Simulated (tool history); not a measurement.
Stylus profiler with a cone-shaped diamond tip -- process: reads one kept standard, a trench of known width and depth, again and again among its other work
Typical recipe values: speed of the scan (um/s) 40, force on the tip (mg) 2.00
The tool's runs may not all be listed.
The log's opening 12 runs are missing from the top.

| run | hour | speed of the scan (um/s) | force on the tip (mg) | depth of the trench (nm) | width of the trench's floor (nm) |
|---|---|---|---|---|---|
| 13 | 180.6 | 40 | 2.00 | 505.81 | 25150 |
| 14 | 201.2 | 40 | 2.00 | 505.77 | 25120 |
| 15 | 217.1 | 40 | 2.00 | 505.75 | 25090 |
| 16 | 226.0 | 40 | 2.00 | 505.65 | 25090 |
| 17 | 245.9 | 40 | 3.53 | 508.82 | 25140 |
| 18 | 262.7 | 40 | 3.53 | 508.93 | 25240 |
| 19 | 280.3 | 58 | 1.95 | 505.69 | 25020 |
| 20 | 298.2 | 64 | 1.48 | 504.43 | 24950 |
|  | 299.7 | height scale calibrated on a step standard |
| 21 | 309.5 | 30 | 0.90 | 502.77 | 25060 |
| 22 | 318.7 | 10 | 3.00 | 507.50 | 25320 |
| 23 | 334.5 | 109 | 2.80 | 507.03 | 24820 |
| 24 | 349.5 | 40 | 0.91 | 503.22 | 25060 |
| 25 | 359.1 | 31 | 1.33 | 503.70 | 25070 |
| 26 | 377.0 | 13 | 0.96 | 502.85 | 25280 |
| 27 | 396.2 | 25 | 0.96 | 502.88 | 25160 |
| 28 | 414.2 | 40 | 2.38 | 505.94 | 25080 |
|  | 423.1 | height scale calibrated on a step standard, once more |
| 29 | 426.0 | 139 | 2.43 | 507.65 | 24610 |
| 30 | 444.8 | 139 | 2.00 | 506.54 | 24540 |
| 31 | 459.8 | 139 | 2.00 | 506.39 | 24550 |
| 32 | 469.4 | 17 | 3.80 | 509.90 | 25200 |
| 33 | 478.3 | 124 | 2.75 | 508.19 | 24660 |

Branching from run 33: 4 alternative next runs. What would each branch give?
| A | 497.2 | 40 | 1.49 | ? | ? |
| B | 497.2 | 13 | 5.36 | ? | ? |
| C | 497.2 | 27 | 0.97 | ? | ? |
| D | 497.2 | 41 | 2.00 | ? | ? |

| run | depth of the trench (nm) | width of the trench's floor (nm) |
|---|---|---|
| A | 505.10 | 25040 |
| B | 512.54 | 25270 |
| C | 504.07 | 25060 |
| D | 506.42 | 25090 |
The same runs, with their run-to-run variation unchanged, on a tool lacking any hidden condition would have given:
| run | depth of the trench (nm) | width of the trench's floor (nm) |
|---|---|---|
| A | 505.15 | 25410 |
| B | 512.58 | 25640 |
| C | 504.12 | 25430 |
| D | 506.47 | 25460 |
